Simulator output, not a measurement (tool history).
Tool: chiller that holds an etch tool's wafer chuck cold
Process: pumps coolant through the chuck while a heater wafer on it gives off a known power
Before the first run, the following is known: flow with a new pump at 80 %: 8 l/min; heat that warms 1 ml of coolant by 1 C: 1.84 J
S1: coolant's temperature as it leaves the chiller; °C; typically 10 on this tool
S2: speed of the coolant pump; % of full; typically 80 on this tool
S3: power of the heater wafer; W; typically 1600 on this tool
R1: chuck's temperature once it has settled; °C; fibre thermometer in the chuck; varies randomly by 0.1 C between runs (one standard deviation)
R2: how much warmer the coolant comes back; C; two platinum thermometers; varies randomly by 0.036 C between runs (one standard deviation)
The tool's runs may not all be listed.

run 1 hour=0.0 | S1=10 S2=80 S3=1600 | R1=21.1 R2=6.49
run 2 hour=35.2 | S1=10 S2=80 S3=1600 | R1=21.0 R2=6.51
run 3 hour=69.0 | S1=3 S2=80 S3=1600 | R1=14.0 R2=6.48
run 4 hour=104.3 | S1=3 S2=80 S3=1600 | R1=14.1 R2=6.52
run 5 hour=173.9 | S1=10 S2=80 S3=1600 | R1=21.1 R2=6.58
run 6 hour=248.7 | S1=10 S2=80 S3=1600 | R1=21.1 R2=6.49
run 7 hour=303.3 | S1=10 S2=80 S3=1600 | R1=21.0 R2=6.60
run 8 hour=372.8 | S1=10 S2=69 S3=1600 | R1=22.7 R2=7.57
run 9 hour=429.5 | S1=10 S2=69 S3=1600 | R1=22.5 R2=7.55
run 10 hour=479.1 | S1=10 S2=69 S3=1600 | R1=22.6 R2=7.55
run 11 hour=555.4 | S1=10 S2=69 S3=1600 | R1=22.7 R2=7.52
run 12 hour=605.5 | S1=10 S2=69 S3=1600 | R1=22.7 R2=7.58
run 13 hour=681.7 | S1=10 S2=69 S3=1600 | R1=22.9 R2=7.58
run 14 hour=729.5 | S1=10 S2=80 S3=1600 | R1=21.2 R2=6.54
run 15 hour=768.2 | S1=10 S2=80 S3=1600 | R1=21.2 R2=6.58
run 16 hour=843.5 | S1=10 S2=80 S3=1600 | R1=21.3 R2=6.59
run 17 hour=908.9 | S1=10 S2=80 S3=1600 | R1=21.1 R2=6.53
run 18 hour=945.2 | S1=10 S2=80 S3=1600 | R1=21.3 R2=6.59
run 19 hour=1015.5 | S1=10 S2=80 S3=1600 | R1=21.5 R2=6.56
run 20 hour=1058.8 | S1=10 S2=80 S3=1938 | R1=23.8 R2=7.94
run 21 hour=1119.9 | S1=11 S2=80 S3=1687 | R1=22.9 R2=6.94
run 22 hour=1155.1 | S1=18 S2=80 S3=1600 | R1=29.4 R2=6.59
run 23 hour=1221.2 | S1=2 S2=68 S3=1416 | R1=13.5 R2=6.78
run 24 hour=1270.1 | S1=2 S2=68 S3=1416 | R1=13.3 R2=6.79
run 25 hour=1323.5 | S1=2 S2=68 S3=1416 | R1=13.9 R2=6.88
run 26 hour=1390.4 | S1=19 S2=96 S3=1063 | R1=25.3 R2=3.64
run 27 hour=1469.3 | S1=19 S2=80 S3=1828 | R1=32.1 R2=7.51
run 28 hour=1521.6 | S1=11 S2=89 S3=991 | R1=17.4 R2=3.66
run 29 hour=1588.9 | S1=13 S2=86 S3=1600 | R1=23.7 R2=6.07
run 30 hour=1663.3 | S1=16 S2=90 S3=2205 | R1=30.2 R2=8.04
run 31 hour=1708.0 | S1=16 S2=61 S3=1167 | R1=26.6 R2=6.26

Consider 3 possible next runs. They are alternatives, not a sequence: every one starts from the tool as it was left by run 31. What does each give?
run A hour=1759.0 | S1=6 S2=67 S3=888 | R1=? R2=?
run B hour=1759.0 | S1=16 S2=61 S3=1167 | R1=? R2=?
run C hour=1759.0 | S1=5 S2=61 S3=1689 | R1=? R2=?

run=A R1=13.2 R2=4.40
run=B R1=26.3 R2=6.28
run=C R1=20.4 R2=9.17
The same runs, with their run-to-run variation unchanged, on a tool lacking any hidden condition would have given:
run=A R1=13.0 R2=4.35
run=B R1=26.0 R2=6.21
run=C R1=19.9 R2=9.07

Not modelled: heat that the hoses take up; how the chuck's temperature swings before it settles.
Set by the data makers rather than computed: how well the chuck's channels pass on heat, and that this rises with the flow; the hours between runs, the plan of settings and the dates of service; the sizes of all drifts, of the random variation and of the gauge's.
